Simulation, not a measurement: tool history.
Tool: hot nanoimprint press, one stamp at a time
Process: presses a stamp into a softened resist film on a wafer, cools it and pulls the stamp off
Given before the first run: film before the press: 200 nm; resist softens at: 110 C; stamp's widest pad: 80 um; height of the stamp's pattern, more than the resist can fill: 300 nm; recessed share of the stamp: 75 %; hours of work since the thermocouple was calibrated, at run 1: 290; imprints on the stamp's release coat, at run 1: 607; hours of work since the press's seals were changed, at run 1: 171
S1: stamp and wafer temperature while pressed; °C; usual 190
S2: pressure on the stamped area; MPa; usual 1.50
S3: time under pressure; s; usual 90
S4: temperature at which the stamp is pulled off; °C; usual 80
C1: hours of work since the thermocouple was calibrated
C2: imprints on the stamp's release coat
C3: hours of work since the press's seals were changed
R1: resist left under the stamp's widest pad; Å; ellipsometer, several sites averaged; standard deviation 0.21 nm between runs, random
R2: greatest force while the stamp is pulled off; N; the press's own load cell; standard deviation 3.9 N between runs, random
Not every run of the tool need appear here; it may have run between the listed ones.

{"run": 1, "hour": 0.0, "S1": 190, "S2": 1.5, "S3": 90, "S4": 80, "C1": 290, "C2": 607, "C3": 171, "R1": 804, "R2": 205}
{"hour": 16.8, "done": "plate thermocouple calibrated"}
{"run": 2, "hour": 24.0, "S1": 182, "S2": 1.5, "S3": 90, "S4": 80, "C1": 4, "C2": 674, "C3": 183, "R1": 1144, "R2": 201}
{"run": 3, "hour": 59.5, "S1": 182, "S2": 1.5, "S3": 90, "S4": 80, "C1": 23, "C2": 785, "C3": 202, "R1": 1146, "R2": 200}
{"run": 4, "hour": 87.4, "S1": 182, "S2": 1.5, "S3": 90, "S4": 80, "C1": 38, "C2": 873, "C3": 217, "R1": 1146, "R2": 207}
{"run": 5, "hour": 123.9, "S1": 190, "S2": 1.5, "S3": 90, "S4": 80, "C1": 58, "C2": 988, "C3": 237, "R1": 791, "R2": 215}
{"run": 6, "hour": 170.9, "S1": 190, "S2": 1.5, "S3": 90, "S4": 80, "C1": 84, "C2": 1135, "C3": 263, "R1": 787, "R2": 221}
{"hour": 208.5, "done": "plate thermocouple calibrated, once more"}
{"run": 7, "hour": 217.6, "S1": 190, "S2": 1.5, "S3": 90, "S4": 80, "C1": 5, "C2": 1273, "C3": 286, "R1": 826, "R2": 223}
{"run": 8, "hour": 243.1, "S1": 190, "S2": 1.5, "S3": 90, "S4": 80, "C1": 19, "C2": 1353, "C3": 300, "R1": 821, "R2": 230}
{"run": 9, "hour": 282.2, "S1": 190, "S2": 1.5, "S3": 90, "S4": 80, "C1": 40, "C2": 1476, "C3": 322, "R1": 825, "R2": 233}
{"run": 10, "hour": 310.1, "S1": 190, "S2": 1.5, "S3": 90, "S4": 86, "C1": 55, "C2": 1564, "C3": 337, "R1": 821, "R2": 210}
{"run": 11, "hour": 347.5, "S1": 190, "S2": 1.5, "S3": 90, "S4": 86, "C1": 76, "C2": 1681, "C3": 357, "R1": 818, "R2": 205}
{"run": 12, "hour": 390.0, "S1": 190, "S2": 1.5, "S3": 90, "S4": 80, "C1": 99, "C2": 1815, "C3": 380, "R1": 817, "R2": 235}
{"run": 13, "hour": 414.3, "S1": 190, "S2": 1.5, "S3": 90, "S4": 80, "C1": 112, "C2": 1891, "C3": 393, "R1": 818, "R2": 235}
{"run": 14, "hour": 445.8, "S1": 190, "S2": 1.5, "S3": 90, "S4": 80, "C1": 129, "C2": 1991, "C3": 410, "R1": 818, "R2": 252}
{"run": 15, "hour": 471.3, "S1": 190, "S2": 1.4, "S3": 90, "S4": 80, "C1": 143, "C2": 2071, "C3": 424, "R1": 839, "R2": 248}
{"run": 16, "hour": 500.5, "S1": 190, "S2": 0.95, "S3": 90, "S4": 80, "C1": 159, "C2": 2162, "C3": 440, "R1": 985, "R2": 255}
{"run": 17, "hour": 519.5, "S1": 190, "S2": 0.95, "S3": 56, "S4": 80, "C1": 169, "C2": 2222, "C3": 451, "R1": 1163, "R2": 251}
{"run": 18, "hour": 561.7, "S1": 190, "S2": 0.95, "S3": 56, "S4": 80, "C1": 192, "C2": 2355, "C3": 474, "R1": 1158, "R2": 268}
{"run": 19, "hour": 588.2, "S1": 190, "S2": 2.16, "S3": 148, "S4": 77, "C1": 206, "C2": 2438, "C3": 488, "R1": 556, "R2": 269}
{"hour": 612.2, "done": "stamp cleaned and given a new release coat"}
{"run": 20, "hour": 631.1, "S1": 199, "S2": 1.72, "S3": 148, "S4": 77, "C1": 227, "C2": 59, "C3": 508, "R1": 396, "R2": 204}
{"run": 21, "hour": 652.2, "S1": 190, "S2": 1.96, "S3": 90, "S4": 80, "C1": 238, "C2": 126, "C3": 519, "R1": 719, "R2": 199}
{"run": 22, "hour": 698.7, "S1": 192, "S2": 2.05, "S3": 159, "S4": 71, "C1": 263, "C2": 272, "C3": 545, "R1": 494, "R2": 228}
{"run": 23, "hour": 744.6, "S1": 192, "S2": 2.05, "S3": 159, "S4": 71, "C1": 288, "C2": 416, "C3": 570, "R1": 498, "R2": 236}
{"hour": 764.9, "done": "plate thermocouple calibrated"}
{"run": 24, "hour": 779.0, "S1": 180, "S2": 1.15, "S3": 159, "S4": 71, "C1": 8, "C2": 515, "C3": 587, "R1": 1192, "R2": 237}
{"run": 25, "hour": 817.3, "S1": 180, "S2": 1.15, "S3": 159, "S4": 71, "C1": 28, "C2": 636, "C3": 608, "R1": 1192, "R2": 240}
{"run": 26, "hour": 843.8, "S1": 183, "S2": 1.86, "S3": 90, "S4": 77, "C1": 43, "C2": 719, "C3": 622, "R1": 1064, "R2": 223}
{"run": 27, "hour": 879.6, "S1": 197, "S2": 1.11, "S3": 87, "S4": 73, "C1": 62, "C2": 832, "C3": 642, "R1": 700, "R2": 242}
{"run": 28, "hour": 910.3, "S1": 197, "S2": 1.11, "S3": 179, "S4": 73, "C1": 79, "C2": 928, "C3": 658, "R1": 505, "R2": 239}
{"run": 29, "hour": 940.9, "S1": 179, "S2": 1.03, "S3": 81, "S4": 66, "C1": 96, "C2": 1024, "C3": 675, "R1": 1517, "R2": 268}

Consider 4 possible next runs. They are alternatives, not a sequence: every one starts from the tool as it was left by run 29. What does each give?
{"run": "A", "hour": 978.0, "S1": 198, "S2": 1.87, "S3": 81, "S4": 66, "C1": 116, "C2": 1141, "C3": 695, "R1": "?", "R2": "?"}
{"run": "B", "hour": 978.0, "S1": 190, "S2": 1.5, "S3": 91, "S4": 79, "C1": 116, "C2": 1141, "C3": 695, "R1": "?", "R2": "?"}
{"run": "C", "hour": 978.0, "S1": 198, "S2": 1.03, "S3": 136, "S4": 66, "C1": 116, "C2": 1141, "C3": 695, "R1": "?", "R2": "?"}
{"run": "D", "hour": 978.0, "S1": 194, "S2": 0.91, "S3": 80, "S4": 80, "C1": 116, "C2": 1141, "C3": 695, "R1": "?", "R2": "?"}

run=A R1=534 R2=280
run=B R1=827 R2=227
run=C R1=565 R2=257
run=D R1=893 R2=225
Stripped of hidden state, with their random variation kept, the same runs would have yielded:
run=A R1=524 R2=238
run=B R1=818 R2=193
run=C R1=562 R2=218
run=D R1=890 R2=191
